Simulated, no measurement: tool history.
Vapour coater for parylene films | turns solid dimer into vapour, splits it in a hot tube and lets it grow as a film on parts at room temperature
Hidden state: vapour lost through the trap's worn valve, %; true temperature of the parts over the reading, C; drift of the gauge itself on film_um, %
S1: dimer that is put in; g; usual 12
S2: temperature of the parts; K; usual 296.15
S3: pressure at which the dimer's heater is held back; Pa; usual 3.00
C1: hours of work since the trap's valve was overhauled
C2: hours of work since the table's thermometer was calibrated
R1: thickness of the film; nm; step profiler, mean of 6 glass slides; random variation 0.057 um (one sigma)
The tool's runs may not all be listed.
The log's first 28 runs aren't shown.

run 29 hour=1566.2 | S1=20 S2=288.15 S3=3.00 | C1=194 C2=905 | R1=14290
run 30 hour=1633.2 | S1=20 S2=307.15 S3=3.00 | C1=223 C2=935 | R1=6830
run 31 hour=1703.0 | S1=20 S2=307.15 S3=3.00 | C1=254 C2=965 | R1=6890
run 32 hour=1768.3 | S1=12 S2=307.15 S3=3.00 | C1=282 C2=994 | R1=4020
run 33 hour=1835.2 | S1=12 S2=307.15 S3=3.00 | C1=312 C2=1023 | R1=4020
run 34 hour=1870.5 | S1=20 S2=298.15 S3=4.86 | C1=327 C2=1039 | R1=9700
run 35 hour=1931.8 | S1=7 S2=304.15 S3=4.32 | C1=354 C2=1066 | R1=2560
run 36 hour=1979.1 | S1=12 S2=304.15 S3=4.32 | C1=375 C2=1086 | R1=4330
run 37 hour=2028.3 | S1=15 S2=307.15 S3=4.17 | C1=396 C2=1108 | R1=4750
run 38 hour=2100.6 | S1=15 S2=307.15 S3=4.17 | C1=428 C2=1140 | R1=4670
run 39 hour=2169.8 | S1=15 S2=307.15 S3=4.17 | C1=458 C2=1170 | R1=4690
run 40 hour=2228.7 | S1=15 S2=307.15 S3=4.17 | C1=484 C2=1196 | R1=4630
run 41 hour=2273.3 | S1=15 S2=307.15 S3=4.17 | C1=504 C2=1215 | R1=4580
run 42 hour=2342.9 | S1=11 S2=296.15 S3=3.00 | C1=534 C2=1246 | R1=6150
run 43 hour=2390.8 | S1=12 S2=289.15 S3=3.00 | C1=555 C2=1267 | R1=7910
run 44 hour=2461.5 | S1=12 S2=304.15 S3=3.41 | C1=586 C2=1298 | R1=4290
run 45 hour=2509.7 | S1=12 S2=298.15 S3=3.41 | C1=607 C2=1319 | R1=5800
run 46 hour=2552.9 | S1=12 S2=305.15 S3=4.82 | C1=626 C2=1338 | R1=3970
run 47 hour=2595.0 | S1=17 S2=303.15 S3=3.83 | C1=644 C2=1356 | R1=6250

4 ways to go on from here, each from the tool as it stands after run 47. What would each give?
run A hour=2652.3 | S1=13 S2=296.15 S3=3.59 | C1=670 C2=1381 | R1=?
run B hour=2652.3 | S1=12 S2=302.15 S3=5.13 | C1=670 C2=1381 | R1=?
run C hour=2652.3 | S1=12 S2=296.15 S3=9.05 | C1=670 C2=1381 | R1=?
run D hour=2652.3 | S1=6 S2=295.15 S3=8.93 | C1=670 C2=1381 | R1=?

run=A R1=6880
run=B R1=4440
run=C R1=5510
run=D R1=2900
Without the tool's hidden state the same runs would have given:
run=A R1=7570
run=B R1=4880
run=C R1=6060
run=D R1=3190

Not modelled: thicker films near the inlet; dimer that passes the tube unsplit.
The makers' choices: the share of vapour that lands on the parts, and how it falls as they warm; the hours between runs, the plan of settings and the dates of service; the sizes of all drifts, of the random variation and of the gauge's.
